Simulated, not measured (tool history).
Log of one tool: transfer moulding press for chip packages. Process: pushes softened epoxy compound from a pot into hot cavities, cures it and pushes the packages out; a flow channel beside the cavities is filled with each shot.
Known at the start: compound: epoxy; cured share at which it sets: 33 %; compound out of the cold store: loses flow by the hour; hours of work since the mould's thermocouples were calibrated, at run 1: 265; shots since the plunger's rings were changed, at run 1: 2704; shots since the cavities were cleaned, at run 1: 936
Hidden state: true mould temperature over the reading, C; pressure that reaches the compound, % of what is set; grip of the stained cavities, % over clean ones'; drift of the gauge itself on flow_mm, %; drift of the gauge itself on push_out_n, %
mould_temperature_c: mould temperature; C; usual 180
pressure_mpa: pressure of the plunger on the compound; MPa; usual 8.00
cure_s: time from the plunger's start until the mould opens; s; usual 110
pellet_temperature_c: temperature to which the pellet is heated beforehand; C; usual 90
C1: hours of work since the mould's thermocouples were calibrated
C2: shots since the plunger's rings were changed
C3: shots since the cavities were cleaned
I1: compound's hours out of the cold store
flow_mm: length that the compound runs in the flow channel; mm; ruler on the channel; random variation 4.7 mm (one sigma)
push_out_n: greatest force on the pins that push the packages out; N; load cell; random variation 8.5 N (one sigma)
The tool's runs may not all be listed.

{"run": 1, "hour": 0.0, "mould_temperature_c": 180, "pressure_mpa": 8.0, "cure_s": 110, "pellet_temperature_c": 90, "C1": 265, "C2": 2704, "C3": 936, "I1": 31.5, "flow_mm": 830, "push_out_n": 645}
{"hour": 33.7, "done": "cavities cleaned with cleaning compound and waxed"}
{"run": 2, "hour": 56.8, "mould_temperature_c": 180, "pressure_mpa": 8.0, "cure_s": 110, "pellet_temperature_c": 90, "C1": 293, "C2": 3179, "C3": 199, "I1": 10.6, "flow_mm": 898, "push_out_n": 797}
{"run": 3, "hour": 115.8, "mould_temperature_c": 180, "pressure_mpa": 8.0, "cure_s": 110, "pellet_temperature_c": 90, "C1": 323, "C2": 3685, "C3": 705, "I1": 41.8, "flow_mm": 792, "push_out_n": 704}
{"hour": 174.0, "done": "cavities cleaned with cleaning compound and waxed"}
{"run": 4, "hour": 174.0, "mould_temperature_c": 180, "pressure_mpa": 8.0, "cure_s": 110, "pellet_temperature_c": 90, "C1": 352, "C2": 4172, "C3": 0, "I1": 37.9, "flow_mm": 792, "push_out_n": 372}
{"run": 5, "hour": 220.5, "mould_temperature_c": 180, "pressure_mpa": 8.0, "cure_s": 110, "pellet_temperature_c": 90, "C1": 376, "C2": 4572, "C3": 400, "I1": 9.9, "flow_mm": 869, "push_out_n": 564}
{"hour": 247.0, "done": "plunger's sealing rings changed"}
{"run": 6, "hour": 268.5, "mould_temperature_c": 180, "pressure_mpa": 8.0, "cure_s": 110, "pellet_temperature_c": 90, "C1": 399, "C2": 185, "C3": 791, "I1": 11.0, "flow_mm": 928, "push_out_n": 643}
{"hour": 318.4, "done": "cavities cleaned with cleaning compound and waxed"}
{"hour": 353.4, "done": "cavities cleaned with cleaning compound and waxed, once more"}
{"run": 7, "hour": 356.1, "mould_temperature_c": 180, "pressure_mpa": 8.0, "cure_s": 110, "pellet_temperature_c": 90, "C1": 442, "C2": 911, "C3": 23, "I1": 46.1, "flow_mm": 810, "push_out_n": 391}
{"run": 8, "hour": 404.2, "mould_temperature_c": 180, "pressure_mpa": 8.0, "cure_s": 110, "pellet_temperature_c": 90, "C1": 467, "C2": 1324, "C3": 436, "I1": 20.4, "flow_mm": 878, "push_out_n": 563}
{"run": 9, "hour": 461.3, "mould_temperature_c": 180, "pressure_mpa": 8.0, "cure_s": 112, "pellet_temperature_c": 90, "C1": 496, "C2": 1815, "C3": 927, "I1": 45.1, "flow_mm": 802, "push_out_n": 631}
{"hour": 493.1, "done": "cavities cleaned with cleaning compound and waxed"}
{"run": 10, "hour": 521.8, "mould_temperature_c": 180, "pressure_mpa": 6.94, "cure_s": 110, "pellet_temperature_c": 90, "C1": 526, "C2": 2322, "C3": 247, "I1": 12.5, "flow_mm": 830, "push_out_n": 499}
{"run": 11, "hour": 585.7, "mould_temperature_c": 180, "pressure_mpa": 6.94, "cure_s": 110, "pellet_temperature_c": 90, "C1": 558, "C2": 2870, "C3": 795, "I1": 15.8, "flow_mm": 817, "push_out_n": 655}
{"hour": 634.4, "done": "cavities cleaned with cleaning compound and waxed"}
{"run": 12, "hour": 635.4, "mould_temperature_c": 180, "pressure_mpa": 6.94, "cure_s": 110, "pellet_temperature_c": 90, "C1": 583, "C2": 3284, "C3": 8, "I1": 10.4, "flow_mm": 823, "push_out_n": 424}
{"run": 13, "hour": 708.1, "mould_temperature_c": 180, "pressure_mpa": 6.94, "cure_s": 110, "pellet_temperature_c": 90, "C1": 620, "C2": 3909, "C3": 633, "I1": 19.6, "flow_mm": 787, "push_out_n": 647}
{"hour": 761.8, "done": "mould's thermocouples calibrated"}
{"run": 14, "hour": 766.9, "mould_temperature_c": 180, "pressure_mpa": 8.0, "cure_s": 110, "pellet_temperature_c": 98, "C1": 3, "C2": 4397, "C3": 1121, "I1": 32.8, "flow_mm": 795, "push_out_n": 586}
{"hour": 775.1, "done": "cavities cleaned with cleaning compound and waxed"}
{"hour": 814.2, "done": "plunger's sealing rings changed"}
{"run": 15, "hour": 814.2, "mould_temperature_c": 174, "pressure_mpa": 8.45, "cure_s": 144, "pellet_temperature_c": 98, "C1": 25, "C2": 0, "C3": 314, "I1": 41.9, "flow_mm": 867, "push_out_n": 494}
{"run": 16, "hour": 893.8, "mould_temperature_c": 174, "pressure_mpa": 6.56, "cure_s": 144, "pellet_temperature_c": 90, "C1": 65, "C2": 684, "C3": 998, "I1": 27.1, "flow_mm": 805, "push_out_n": 627}
{"hour": 921.3, "done": "cavities cleaned with cleaning compound and waxed"}
{"run": 17, "hour": 947.8, "mould_temperature_c": 187, "pressure_mpa": 6.56, "cure_s": 144, "pellet_temperature_c": 90, "C1": 92, "C2": 1134, "C3": 227, "I1": 19.8, "flow_mm": 792, "push_out_n": 427}
{"run": 18, "hour": 1026.9, "mould_temperature_c": 174, "pressure_mpa": 8.0, "cure_s": 136, "pellet_temperature_c": 87, "C1": 132, "C2": 1814, "C3": 907, "I1": 9.8, "flow_mm": 931, "push_out_n": 647}
{"hour": 1060.2, "done": "cavities cleaned with cleaning compound and waxed"}
{"run": 19, "hour": 1076.7, "mould_temperature_c": 180, "pressure_mpa": 6.33, "cure_s": 110, "pellet_temperature_c": 88, "C1": 157, "C2": 2229, "C3": 142, "I1": 15.3, "flow_mm": 791, "push_out_n": 460}
{"run": 20, "hour": 1155.3, "mould_temperature_c": 180, "pressure_mpa": 8.0, "cure_s": 102, "pellet_temperature_c": 90, "C1": 197, "C2": 2904, "C3": 817, "I1": 11.9, "flow_mm": 885, "push_out_n": 684}
{"hour": 1198.9, "done": "cavities cleaned with cleaning compound and waxed"}
{"run": 21, "hour": 1231.8, "mould_temperature_c": 180, "pressure_mpa": 8.0, "cure_s": 95, "pellet_temperature_c": 90, "C1": 235, "C2": 3548, "C3": 282, "I1": 13.5, "flow_mm": 875, "push_out_n": 633}
{"run": 22, "hour": 1280.2, "mould_temperature_c": 176, "pressure_mpa": 8.56, "cure_s": 119, "pellet_temperature_c": 85, "C1": 260, "C2": 3964, "C3": 698, "I1": 8.6, "flow_mm": 932, "push_out_n": 638}
{"hour": 1339.0, "done": "cavities cleaned with cleaning compound and waxed"}
{"run": 23, "hour": 1361.9, "mould_temperature_c": 176, "pressure_mpa": 8.56, "cure_s": 119, "pellet_temperature_c": 85, "C1": 301, "C2": 4652, "C3": 196, "I1": 31.1, "flow_mm": 847, "push_out_n": 515}
{"hour": 1379.8, "done": "plunger's sealing rings changed"}
{"run": 24, "hour": 1419.7, "mould_temperature_c": 172, "pressure_mpa": 6.12, "cure_s": 114, "pellet_temperature_c": 97, "C1": 329, "C2": 343, "C3": 672, "I1": 34.9, "flow_mm": 758, "push_out_n": 853}
{"run": 25, "hour": 1454.0, "mould_temperature_c": 180, "pressure_mpa": 8.26, "cure_s": 110, "pellet_temperature_c": 89, "C1": 346, "C2": 637, "C3": 966, "I1": 47.2, "flow_mm": 814, "push_out_n": 624}
{"hour": 1484.1, "done": "cavities cleaned with cleaning compound and waxed"}
{"run": 26, "hour": 1539.7, "mould_temperature_c": 180, "pressure_mpa": 8.26, "cure_s": 110, "pellet_temperature_c": 89, "C1": 389, "C2": 1360, "C3": 477, "I1": 42.8, "flow_mm": 818, "push_out_n": 535}
{"run": 27, "hour": 1614.0, "mould_temperature_c": 181, "pressure_mpa": 8.0, "cure_s": 110, "pellet_temperature_c": 93, "C1": 427, "C2": 1999, "C3": 1116, "I1": 39.2, "flow_mm": 811, "push_out_n": 628}

Forecast each of these 3 alternatives for the next run:
{"hour": 1628.5, "done": "cavities cleaned with cleaning compound and waxed"}
{"run": "A", "hour": 1657.6, "mould_temperature_c": 186, "pressure_mpa": 8.0, "cure_s": 137, "pellet_temperature_c": 82, "C1": 448, "C2": 2360, "C3": 249, "I1": 9.5, "flow_mm": "?", "push_out_n": "?"}
{"hour": 1628.5, "done": "cavities cleaned with cleaning compound and waxed"}
{"run": "B", "hour": 1657.6, "mould_temperature_c": 179, "pressure_mpa": 8.07, "cure_s": 130, "pellet_temperature_c": 90, "C1": 448, "C2": 2360, "C3": 249, "I1": 28.0, "flow_mm": "?", "push_out_n": "?"}
{"hour": 1628.5, "done": "cavities cleaned with cleaning compound and waxed"}
{"run": "C", "hour": 1657.6, "mould_temperature_c": 181, "pressure_mpa": 8.0, "cure_s": 110, "pellet_temperature_c": 82, "C1": 448, "C2": 2360, "C3": 249, "I1": 30.6, "flow_mm": "?", "push_out_n": "?"}

run=A flow_mm=884 push_out_n=436
run=B flow_mm=848 push_out_n=456
run=C flow_mm=830 push_out_n=491
Without the tool's hidden state the same runs would have given:
run=A flow_mm=918 push_out_n=329
run=B flow_mm=880 push_out_n=343
run=C flow_mm=861 push_out_n=369
